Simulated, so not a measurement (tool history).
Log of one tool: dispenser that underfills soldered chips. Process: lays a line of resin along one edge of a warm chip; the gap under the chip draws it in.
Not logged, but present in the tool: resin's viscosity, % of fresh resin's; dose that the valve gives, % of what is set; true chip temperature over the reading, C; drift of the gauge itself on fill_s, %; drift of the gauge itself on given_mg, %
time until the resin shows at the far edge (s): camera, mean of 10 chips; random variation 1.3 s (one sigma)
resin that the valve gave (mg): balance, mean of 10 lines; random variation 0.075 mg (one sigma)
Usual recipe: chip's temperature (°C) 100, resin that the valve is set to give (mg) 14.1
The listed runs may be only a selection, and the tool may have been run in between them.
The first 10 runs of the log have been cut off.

run   hour  chip's temperature (°C)  resin that the valve is set to give (mg)  hours of work since the syringe was changed  hours of work since the valve was cleaned  hours of work since the stage was calibrated  time until the resin shows at the far edge (s)  resin that the valve gave (mg)
 11   29.9                       98                                      14.1                                            2                                         93                                            22                                           148.6                           13.23
 12   32.5                      107                                      14.1                                            4                                         94                                            23                                           127.6                           13.17
      35.2  -- new syringe of resin
 13   35.9                      102                                      14.1                                            0                                         96                                            25                                           125.9                           13.06
 14   39.4                      102                                      14.1                                            3                                         98                                            27                                           135.4                           13.11
 15   43.5                       97                                      14.1                                            5                                        101                                            30                                           171.8                           13.01
      44.7  -- new syringe of resin
 16   46.0                       97                                      14.1                                            1                                        102                                            31                                           143.1                           12.92
      49.3  -- dispensing valve cleaned and set on the balance
 17   50.0                       97                                      14.1                                            3                                          0                                            33                                           151.8                           13.95
 18   52.4                       97                                      14.8                                            4                                          2                                            34                                           158.5                           14.76
 19   54.5                       97                                      14.8                                            5                                          3                                            36                                           165.1                           14.69
      55.2  -- new syringe of resin
 20   57.3                      110                                      12.5                                            1                                          5                                            37                                           106.4                           12.54
 21   59.8                      113                                      16.4                                            3                                          6                                            39                                           101.5                           16.16
 22   62.9                       86                                      13.3                                            5                                          8                                            41                                           223.6                           13.14
      64.5  -- new syringe of resin
 23   66.5                      101                                      17.3                                            1                                         10                                            43                                           127.9                           17.05
 24   69.8                       89                                      13.5                                            3                                         12                                            45                                           190.3                           13.48
 25   71.8                      115                                      13.2                                            4                                         13                                            46                                           104.1                           13.03
      74.0  -- new syringe of resin
 26   75.1                      115                                      16.8                                            1                                         15                                            48                                            88.3                           16.61
 27   78.9                      115                                      15.3                                            3                                         17                                            50                                            97.0                           15.01
      83.4  -- new syringe of resin
 28   83.7                      112                                      17.8                                            0                                         20                                            53                                            95.1                           17.48
 29   87.6                      112                                      17.8                                            3                                         23                                            55                                           102.2                           17.43
 30   91.4                       95                                      15.1                                            5                                         25                                            57                                           172.6                           14.72
      92.9  -- new syringe of resin
 31   94.0                       89                                      14.1                                            1                                         26                                            59                                           171.1                           13.87
 32   96.1                       89                                      14.1                                            2                                         28                                            60                                           177.7                           13.86
 33   98.4                      108                                      12.1                                            3                                         29                                            61                                           119.2                           11.90
     102.4  -- new syringe of resin
 34  103.2                      108                                      12.1                                            0                                         32                                            64                                           107.3                           11.83
 35  107.2                       93                                      12.1                                            3                                         34                                            67                                           168.6                           11.73

What if the next run were any one of these 5? Each begins from the tool's condition after run 35:
  A  111.2                      112                                      12.1                                            5                                         37                                            69                                               ?                               ?
  B  111.2                      104                                      17.1                                            5                                         37                                            69                                               ?                               ?
  C  111.2                       86                                      12.1                                            5                                         37                                            69                                               ?                               ?
  D  111.2                      109                                      16.1                                            5                                         37                                            69                                               ?                               ?
  E  111.2                       88                                      14.9                                            5                                         37                                            69                                               ?                               ?

run  time until the resin shows at the far edge (s)  resin that the valve gave (mg)
  A                                           115.5                           11.76
  B                                           133.8                           16.56
  C                                           226.9                           11.79
  D                                           118.3                           15.63
  E                                           206.9                           14.50
The same runs, with their run-to-run variation unchanged, on a tool lacking any hidden condition would have given:
run  time until the resin shows at the far edge (s)  resin that the valve gave (mg)
  A                                            96.9                           12.09
  B                                           112.8                           17.03
  C                                           190.5                           12.12
  D                                            99.7                           16.06
  E                                           174.4                           14.91
